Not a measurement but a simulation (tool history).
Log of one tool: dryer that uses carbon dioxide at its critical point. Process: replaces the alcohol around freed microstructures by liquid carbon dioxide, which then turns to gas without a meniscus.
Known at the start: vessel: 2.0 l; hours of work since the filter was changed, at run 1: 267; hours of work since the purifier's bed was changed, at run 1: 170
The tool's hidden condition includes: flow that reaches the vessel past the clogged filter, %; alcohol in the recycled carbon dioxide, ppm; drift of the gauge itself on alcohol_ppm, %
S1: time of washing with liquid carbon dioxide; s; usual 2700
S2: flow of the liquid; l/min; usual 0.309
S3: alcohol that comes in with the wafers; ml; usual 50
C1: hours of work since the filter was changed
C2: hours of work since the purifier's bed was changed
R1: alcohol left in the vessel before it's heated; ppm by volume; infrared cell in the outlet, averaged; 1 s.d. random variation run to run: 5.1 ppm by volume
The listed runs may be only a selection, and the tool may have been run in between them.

| run | hour | S1 | S2 | S3 | C1 | C2 | R1 |
|---|---|---|---|---|---|---|---|
| 1 | 0.0 | 2700 | 0.309 | 50 | 267 | 170 | 164 |
| 2 | 23.4 | 2700 | 0.309 | 50 | 275 | 178 | 168 |
| 3 | 40.6 | 1860 | 0.309 | 50 | 280 | 184 | 696 |
| 4 | 63.4 | 3600 | 0.309 | 50 | 288 | 191 | 75 |
| 5 | 85.6 | 3600 | 0.471 | 50 | 296 | 199 | 58 |
| 6 | 107.4 | 3480 | 0.471 | 50 | 303 | 206 | 54 |
| 7 | 129.6 | 3480 | 0.471 | 50 | 310 | 214 | 61 |
| 8 | 149.6 | 3480 | 0.471 | 50 | 317 | 220 | 54 |
| 9 | 163.6 | 2220 | 0.471 | 50 | 322 | 225 | 89 |
| 10 | 189.6 | 2700 | 0.309 | 50 | 330 | 234 | 197 |
| 11 | 213.2 | 2700 | 0.309 | 50 | 338 | 241 | 216 |
| 12 | 239.8 | 2700 | 0.309 | 78 | 347 | 250 | 284 |
| 13 | 267.1 | 2700 | 0.309 | 78 | 356 | 259 | 295 |
| 14 | 297.6 | 3900 | 0.309 | 31 | 366 | 270 | 80 |
| 15 | 321.3 | 2700 | 0.359 | 49 | 374 | 278 | 145 |
| 16 | 336.1 | 2460 | 0.309 | 21 | 379 | 283 | 178 |
| 17 | 355.7 | 2460 | 0.309 | 21 | 386 | 289 | 182 |
| 18 | 380.6 | 2400 | 0.309 | 80 | 394 | 297 | 514 |
| 19 | 394.0 | 2400 | 0.203 | 80 | 399 | 302 | 2117 |
| 20 | 417.3 | 2400 | 0.203 | 80 | 406 | 310 | 2110 |
| 21 | 444.1 | 2040 | 0.451 | 24 | 415 | 319 | 128 |
| 22 | 475.6 | 3360 | 0.456 | 59 | 426 | 329 | 95 |
| 23 | 493.1 | 3360 | 0.456 | 59 | 432 | 335 | 86 |
| 24 | 523.6 | 3360 | 0.456 | 59 | 442 | 345 | 94 |
| 25 | 536.7 | 3360 | 0.456 | 59 | 446 | 349 | 93 |

Each row is a separate what-if for the run after 25, all from the same tool condition, not one after another. Results?
| A | 567.6 | 3060 | 0.275 | 41 | 456 | 360 | ? |
| B | 567.6 | 2700 | 0.456 | 45 | 456 | 360 | ? |
| C | 567.6 | 3120 | 0.248 | 49 | 456 | 360 | ? |
| D | 567.6 | 3360 | 0.372 | 59 | 456 | 360 | ? |
| E | 567.6 | 2700 | 0.416 | 44 | 456 | 360 | ? |

| run | R1 |
|---|---|
| A | 240 |
| B | 103 |
| C | 340 |
| D | 109 |
| E | 124 |
With the hidden condition removed and each run's random variation left untouched, the same runs would have given:
| run | R1 |
|---|---|
| A | 65 |
| B | 0 |
| C | 100 |
| D | 5 |
| E | 11 |
